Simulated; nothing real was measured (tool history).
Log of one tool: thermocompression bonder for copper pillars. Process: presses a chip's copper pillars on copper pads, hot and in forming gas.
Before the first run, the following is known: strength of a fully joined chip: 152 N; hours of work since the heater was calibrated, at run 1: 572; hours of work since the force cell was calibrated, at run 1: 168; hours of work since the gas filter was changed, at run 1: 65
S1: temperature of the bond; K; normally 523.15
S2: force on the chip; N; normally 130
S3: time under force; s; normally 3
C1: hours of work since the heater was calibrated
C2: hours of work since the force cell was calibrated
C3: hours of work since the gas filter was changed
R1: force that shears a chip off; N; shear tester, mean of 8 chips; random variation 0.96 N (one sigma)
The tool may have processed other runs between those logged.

run    hour      S1   S2  S3    C1    C2   C3     R1
  1     0.0  523.15  130   3   572   168   65   77.1
  2    58.3  523.15  130   3   607   203   99   76.2
  3   139.0  523.15  130   3   655   251  147   75.5
  4   226.6  523.15  130   3   706   303  199   72.9
  5   305.7  523.15  130   3   753   349  246   73.4
  6   394.7  523.15  130   3   806   402  298   70.3
  7   477.3  523.15  130   3   855   451  347   69.3
  8   572.8  523.15  130   3   912   508  404   70.4
  9   617.0  523.15  130   3   938   534  430   68.4
      666.2  -- forming gas filter changed
 10   676.9  523.15  130   3   973   569    6   75.1
 11   770.1  523.15   87   3  1028   624   62   57.8
 12   830.6  523.15  103   3  1064   660   97   62.3
 13   895.7  523.15  130   3  1103   699  136   71.7
 14   975.6  523.15  130   7  1150   746  183   93.1
 15  1051.1  523.15  130   7  1195   791  228   91.2
 16  1110.4  523.15  130   7  1230   826  263   91.1
 17  1205.7  523.15  130   7  1286   882  320   87.5
 18  1249.8  523.15  130   3  1312   908  346   66.2
 19  1292.8  523.15  130   3  1338   934  371   66.1
 20  1366.4  523.15  130   3  1381   977  415   65.0
     1395.9  -- heater calibrated with a thermocouple chip
 21  1419.4  499.15  174   3    14  1008  445   58.1
     1441.5  -- forming gas filter changed
 22  1492.1  499.15  174   3    57  1050   30   64.2
 23  1552.3  548.15  112   3    92  1086   66   99.4
 24  1637.8  543.15  161   4   143  1137  116  114.9
 25  1711.6  523.15  130   7   187  1180  160   99.3
 26  1803.3  530.15  129   7   241  1235  214  103.3
 27  1844.4  526.15  111   2   265  1259  239   60.3
 28  1900.7  546.15  111   2   299  1292  272   79.0
 29  1943.9  512.15  113   8   324  1318  298   78.6
 30  2017.3  523.15   90   3   368  1361  341   56.5
 31  2102.4  527.15   86   3   418  1412  391   58.1
 32  2193.8  527.15   86   3   472  1466  446   56.6
     2214.5  -- forming gas filter changed
 33  2252.5  537.15  151   3   507  1500   23   98.5
 34  2349.8  498.15  167   3   564  1558   80   56.7
 35  2414.3  498.15  167   3   603  1596  118   56.3
 36  2503.8  550.15  152   3   656  1649  171  109.5
 37  2602.9  523.15   80   9   714  1708  230   76.8
 38  2648.3  539.15  143   3   741  1735  257   90.1

Selected run-to-run steps in R1, each split into two signed amounts: the part the tool would show with no hidden state at all (from settings, incoming material and random variation), and the remainder, which goes to the hidden state together with any gauge scatter not common to the measured and the hidden-state-free results:
Unlogged tool condition in this case: true temperature of the bond over the reading, C; force that reaches the chip, % of what is set; oxide that the forming gas leaves, % of the face; drift of the gauge itself on shear_n, %.
Run 9 -> 10: forming gas filter changed. R1 +6.7 N: hidden state +6.4, all else +0.3.
Run 20 -> 21: S1 523.15 -> 499.15, S2 130 -> 174, heater calibrated with a thermocouple chip. R1 -6.9 N: hidden state +9.4, all else -16.3.
Run 21 -> 22: forming gas filter changed. R1 +6.1 N: hidden state +5.4, all else +0.7.
Run 26 -> 27: S1 530.15 -> 526.15, S2 129 -> 111, S3 7 -> 2. R1 -43.0 N: hidden state +2.0, all else -45.0.
Run 32 -> 33: S1 527.15 -> 537.15, S2 86 -> 151, forming gas filter changed. R1 +41.9 N: hidden state +4.4, all else +37.5.
Run 35 -> 36: S1 498.15 -> 550.15, S2 167 -> 152. R1 +53.2 N: hidden state -3.5, all else +56.7.
